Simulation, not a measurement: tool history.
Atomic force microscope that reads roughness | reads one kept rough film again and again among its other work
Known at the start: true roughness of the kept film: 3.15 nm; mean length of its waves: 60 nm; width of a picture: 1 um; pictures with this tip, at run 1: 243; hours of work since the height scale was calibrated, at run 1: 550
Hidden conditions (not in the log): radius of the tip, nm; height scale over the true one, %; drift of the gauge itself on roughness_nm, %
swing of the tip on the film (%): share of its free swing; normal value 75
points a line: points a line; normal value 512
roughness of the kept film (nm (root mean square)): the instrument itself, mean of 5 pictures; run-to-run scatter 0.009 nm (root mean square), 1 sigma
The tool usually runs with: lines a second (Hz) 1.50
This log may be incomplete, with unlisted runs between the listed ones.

| run | day | lines a second (Hz) | swing of the tip on the film (%) | points a line | pictures with this tip | hours of work since the height scale was calibrated | roughness of the kept film (nm (root mean square)) |
|---|---|---|---|---|---|---|---|
| 1 | 0.000 | 1.50 | 75 | 512 | 243 | 550 | 2.847 |
|  | 0.683 | new tip fitted |
| 2 | 1.062 | 1.50 | 75 | 512 | 11 | 563 | 2.947 |
| 3 | 2.733 | 1.50 | 90 | 512 | 62 | 583 | 2.835 |
| 4 | 4.379 | 1.50 | 90 | 512 | 111 | 603 | 2.801 |
| 5 | 6.654 | 1.50 | 90 | 471 | 180 | 630 | 2.771 |
| 6 | 7.917 | 0.94 | 90 | 471 | 218 | 645 | 2.826 |
|  | 9.475 | new tip fitted |
| 7 | 9.658 | 0.94 | 90 | 471 | 5 | 666 | 2.921 |
| 8 | 10.821 | 1.50 | 75 | 512 | 40 | 680 | 2.944 |
| 9 | 11.892 | 1.50 | 75 | 512 | 73 | 693 | 2.924 |
| 10 | 13.754 | 1.50 | 75 | 640 | 129 | 715 | 2.890 |
| 11 | 15.050 | 1.50 | 75 | 512 | 168 | 731 | 2.875 |
| 12 | 16.742 | 1.50 | 75 | 512 | 219 | 751 | 2.858 |
|  | 18.300 | new tip fitted |
| 13 | 18.833 | 1.50 | 75 | 512 | 16 | 776 | 2.972 |
| 14 | 20.625 | 1.50 | 75 | 512 | 70 | 798 | 2.923 |
| 15 | 22.742 | 1.50 | 75 | 377 | 134 | 823 | 2.905 |
| 16 | 24.883 | 1.50 | 75 | 377 | 199 | 849 | 2.867 |
|  | 27.108 | new tip fitted |
| 17 | 27.212 | 0.73 | 75 | 512 | 3 | 877 | 3.021 |
| 18 | 29.550 | 1.75 | 75 | 512 | 74 | 905 | 2.902 |
| 19 | 31.196 | 1.50 | 75 | 512 | 124 | 925 | 2.891 |
| 20 | 33.042 | 1.50 | 68 | 512 | 179 | 947 | 2.900 |
| 21 | 34.692 | 0.66 | 56 | 1024 | 229 | 967 | 2.929 |
|  | 35.888 | new tip fitted |
| 22 | 35.892 | 2.08 | 56 | 533 | 0 | 981 | 3.036 |
| 23 | 37.042 | 2.08 | 56 | 533 | 35 | 995 | 2.985 |
| 24 | 39.412 | 2.08 | 56 | 533 | 106 | 1023 | 2.962 |
| 25 | 40.475 | 1.50 | 75 | 301 | 139 | 1036 | 2.879 |
| 26 | 41.700 | 0.98 | 69 | 298 | 176 | 1051 | 2.899 |
| 27 | 43.142 | 0.54 | 57 | 299 | 219 | 1068 | 2.942 |
|  | 44.646 | new tip fitted |
| 28 | 45.325 | 0.74 | 75 | 512 | 20 | 1094 | 3.009 |
| 29 | 46.512 | 0.74 | 75 | 512 | 56 | 1109 | 2.987 |
| 30 | 47.679 | 1.50 | 80 | 512 | 92 | 1123 | 2.891 |
| 31 | 48.904 | 1.50 | 75 | 686 | 129 | 1137 | 2.875 |
| 32 | 50.608 | 0.75 | 75 | 385 | 180 | 1158 | 2.922 |
| 33 | 52.821 | 1.88 | 75 | 385 | 247 | 1184 | 2.786 |
|  | 53.529 | new tip fitted |
| 34 | 54.633 | 1.91 | 57 | 393 | 33 | 1206 | 2.997 |
| 35 | 55.650 | 2.60 | 84 | 713 | 64 | 1218 | 2.760 |
| 36 | 57.088 | 0.88 | 72 | 767 | 107 | 1236 | 2.947 |
| 37 | 58.692 | 0.54 | 55 | 734 | 156 | 1255 | 2.971 |
| 38 | 59.833 | 1.50 | 70 | 512 | 190 | 1269 | 2.881 |

What differs in the tool's unlogged condition from the final listed run ahead of each entry between runs to the first listed run following it?
Runs 1 to 2: new tip fitted (day 0.683)
  radius of the tip, nm: 18.1 -> 5.9; height scale over the true one, %: -0.37 -> -0.38
  measured minus no-state result, roughness of the kept film (nm (root mean square)): -0.138 -> -0.020
Runs 6 to 7: new tip fitted (day 9.475)
  radius of the tip, nm: 17.3 -> 5.6; height scale over the true one, %: -0.45 -> -0.46
  measured minus no-state result, roughness of the kept film (nm (root mean square)): -0.132 -> -0.019
Runs 12 to 13: new tip fitted (day 18.300)
  radius of the tip, nm: 17.2 -> 6; height scale over the true one, %: -0.53 -> -0.55
  measured minus no-state result, roughness of the kept film (nm (root mean square)): -0.134 -> -0.026
Runs 16 to 17: new tip fitted (day 27.108)
  radius of the tip, nm: 15.9 -> 5.2; height scale over the true one, %: -0.6 -> -0.63
  measured minus no-state result, roughness of the kept film (nm (root mean square)): -0.124 -> -0.022
Runs 21 to 22: new tip fitted (day 35.888)
  radius of the tip, nm: 17.7 -> 5.3; height scale over the true one, %: -0.7 -> -0.71
  measured minus no-state result, roughness of the kept film (nm (root mean square)): -0.147 -> -0.024
Runs 27 to 28: new tip fitted (day 44.646)
  radius of the tip, nm: 17.2 -> 6.5; height scale over the true one, %: -0.78 -> -0.8
  measured minus no-state result, roughness of the kept film (nm (root mean square)): -0.146 -> -0.040
Runs 33 to 34: new tip fitted (day 53.529)
  radius of the tip, nm: 18.8 -> 7.2; height scale over the true one, %: -0.87 -> -0.89
  measured minus no-state result, roughness of the kept film (nm (root mean square)): -0.157 -> -0.050

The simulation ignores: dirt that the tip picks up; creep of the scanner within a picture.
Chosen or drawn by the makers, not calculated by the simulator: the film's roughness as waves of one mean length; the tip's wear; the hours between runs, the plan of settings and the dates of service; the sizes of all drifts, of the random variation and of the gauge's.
